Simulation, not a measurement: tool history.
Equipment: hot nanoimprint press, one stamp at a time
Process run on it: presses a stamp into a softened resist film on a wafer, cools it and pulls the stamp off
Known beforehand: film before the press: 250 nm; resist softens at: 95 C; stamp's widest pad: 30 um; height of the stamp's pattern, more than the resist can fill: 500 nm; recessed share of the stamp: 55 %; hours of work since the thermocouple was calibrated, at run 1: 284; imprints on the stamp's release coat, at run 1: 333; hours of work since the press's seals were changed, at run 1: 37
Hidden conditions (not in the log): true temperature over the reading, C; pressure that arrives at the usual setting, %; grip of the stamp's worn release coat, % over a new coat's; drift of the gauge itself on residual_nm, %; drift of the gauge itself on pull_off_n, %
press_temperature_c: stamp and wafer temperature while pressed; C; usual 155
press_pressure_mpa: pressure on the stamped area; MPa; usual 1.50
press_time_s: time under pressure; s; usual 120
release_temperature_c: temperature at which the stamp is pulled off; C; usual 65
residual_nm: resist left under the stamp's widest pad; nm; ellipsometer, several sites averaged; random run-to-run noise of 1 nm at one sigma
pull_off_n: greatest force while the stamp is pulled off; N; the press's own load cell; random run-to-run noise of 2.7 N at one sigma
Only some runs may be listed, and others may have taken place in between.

| run | hour | press_temperature_c | press_pressure_mpa | press_time_s | release_temperature_c | hours of work since the thermocouple was calibrated | imprints on the stamp's release coat | hours of work since the press's seals were changed | residual_nm | pull_off_n |
|---|---|---|---|---|---|---|---|---|---|---|
| 1 | 0.0 | 155 | 1.50 | 120 | 65 | 284 | 333 | 37 | 149.6 | 133 |
| 2 | 24.2 | 155 | 1.50 | 120 | 65 | 304 | 405 | 57 | 152.6 | 140 |
| 3 | 43.6 | 155 | 1.50 | 120 | 60 | 319 | 463 | 72 | 151.3 | 151 |
| 4 | 65.6 | 155 | 1.50 | 120 | 65 | 337 | 529 | 90 | 152.8 | 142 |
| 5 | 109.2 | 163 | 1.50 | 120 | 65 | 371 | 659 | 124 | 121.2 | 150 |
| 6 | 156.3 | 163 | 1.50 | 120 | 65 | 409 | 800 | 162 | 121.1 | 153 |
|  | 172.3 | stamp cleaned and given a new release coat |
| 7 | 207.4 | 163 | 1.50 | 120 | 65 | 445 | 105 | 198 | 120.5 | 126 |
| 8 | 233.2 | 155 | 1.50 | 120 | 60 | 465 | 183 | 218 | 155.3 | 133 |
| 9 | 266.8 | 155 | 1.50 | 120 | 60 | 492 | 283 | 245 | 154.3 | 135 |
|  | 277.2 | plate thermocouple calibrated |
| 10 | 304.7 | 155 | 1.50 | 120 | 60 | 22 | 388 | 273 | 155.8 | 145 |
| 11 | 341.5 | 155 | 1.50 | 120 | 60 | 51 | 498 | 302 | 155.9 | 150 |
| 12 | 363.3 | 155 | 1.50 | 120 | 60 | 69 | 563 | 320 | 159.1 | 147 |
| 13 | 401.9 | 155 | 1.50 | 120 | 60 | 99 | 678 | 350 | 157.6 | 156 |
| 14 | 442.8 | 155 | 1.50 | 120 | 65 | 132 | 801 | 383 | 158.6 | 156 |
|  | 458.0 | stamp cleaned and given a new release coat |
| 15 | 472.0 | 155 | 1.50 | 120 | 65 | 150 | 42 | 401 | 157.8 | 123 |
| 16 | 505.5 | 155 | 1.50 | 120 | 65 | 177 | 142 | 428 | 159.2 | 127 |
|  | 515.6 | plate thermocouple calibrated, once more |
| 17 | 531.9 | 155 | 1.50 | 120 | 65 | 13 | 212 | 447 | 149.1 | 132 |
| 18 | 577.0 | 155 | 1.66 | 120 | 65 | 49 | 347 | 483 | 143.6 | 136 |
| 19 | 604.5 | 161 | 0.97 | 60 | 65 | 71 | 429 | 504 | 180.2 | 138 |
| 20 | 649.3 | 161 | 1.50 | 120 | 60 | 106 | 564 | 540 | 125.1 | 147 |
| 21 | 677.6 | 161 | 1.50 | 209 | 60 | 129 | 648 | 563 | 105.1 | 153 |
| 22 | 706.0 | 161 | 1.50 | 209 | 60 | 152 | 733 | 585 | 105.5 | 151 |
|  | 743.6 | stamp cleaned and given a new release coat |
| 23 | 745.9 | 155 | 1.19 | 201 | 65 | 179 | 7 | 612 | 143.0 | 130 |
|  | 763.7 | press's hydraulic seals changed and the load cell set to zero |
| 24 | 785.5 | 155 | 1.19 | 201 | 65 | 204 | 101 | 17 | 140.3 | 128 |
| 25 | 826.9 | 161 | 1.39 | 105 | 72 | 237 | 225 | 50 | 134.1 | 122 |
| 26 | 855.9 | 161 | 1.39 | 105 | 72 | 260 | 312 | 73 | 137.2 | 123 |
| 27 | 895.1 | 155 | 1.50 | 120 | 52 | 291 | 429 | 105 | 152.2 | 157 |
| 28 | 931.3 | 155 | 1.50 | 120 | 52 | 320 | 538 | 133 | 152.6 | 159 |
| 29 | 965.1 | 155 | 1.38 | 120 | 52 | 347 | 638 | 160 | 158.4 | 162 |
| 30 | 997.6 | 155 | 1.38 | 120 | 52 | 373 | 736 | 186 | 158.3 | 171 |

Hidden condition of the tool, last listed run before each entry between runs versus first listed run after:
Logged between run 6 and run 7: stamp cleaned and given a new release coat (hour 172.3)
  true temperature over the reading, C: -1.11 -> -1.22; pressure that arrives at the usual setting, %: 99.09 -> 98.98; grip of the stamp's worn release coat, % over a new coat's: 22.3 -> 2.9
  measured less the result without the state, residual_nm: +4.5 -> +4.9 nm; pull_off_n: +29 -> +5 N
Logged between run 9 and run 10: plate thermocouple calibrated (hour 277.2)
  true temperature over the reading, C: -1.37 -> -1.81; pressure that arrives at the usual setting, %: 98.83 -> 98.73; grip of the stamp's worn release coat, % over a new coat's: 7.8 -> 10.7
  measured less the result without the state, residual_nm: +6.8 -> +8.7 nm; pull_off_n: +11 -> +16 N
Logged between run 14 and run 15: stamp cleaned and given a new release coat (hour 458.0)
  true temperature over the reading, C: -2.15 -> -2.21; pressure that arrives at the usual setting, %: 98.34 -> 98.29; grip of the stamp's worn release coat, % over a new coat's: 22.3 -> 1.1
  measured less the result without the state, residual_nm: +10.6 -> +10.8 nm; pull_off_n: +31 -> +3 N
Logged between run 16 and run 17: plate thermocouple calibrated, once more (hour 515.6)
  true temperature over the reading, C: -2.29 -> 0.02; pressure that arrives at the usual setting, %: 98.19 -> 98.13; grip of the stamp's worn release coat, % over a new coat's: 3.9 -> 5.8
  measured less the result without the state, residual_nm: +11.3 -> +1.1 nm; pull_off_n: +7 -> +8 N
Logged between run 22 and run 23: stamp cleaned and given a new release coat (hour 743.6)
  true temperature over the reading, C: -0.41 -> -0.49; pressure that arrives at the usual setting, %: 97.63 -> 97.54; grip of the stamp's worn release coat, % over a new coat's: 20.4 -> 0.2
  measured less the result without the state, residual_nm: +2.7 -> +3.3 nm; pull_off_n: +27 -> +0 N
Logged between run 23 and run 24: press's hydraulic seals changed and the load cell set to zero (hour 763.7)
  true temperature over the reading, C: -0.49 -> -0.57; pressure that arrives at the usual setting, %: 97.54 -> 100.15; grip of the stamp's worn release coat, % over a new coat's: 0.2 -> 2.8
  measured less the result without the state, residual_nm: +3.3 -> +2.4 nm; pull_off_n: +0 -> +4 N
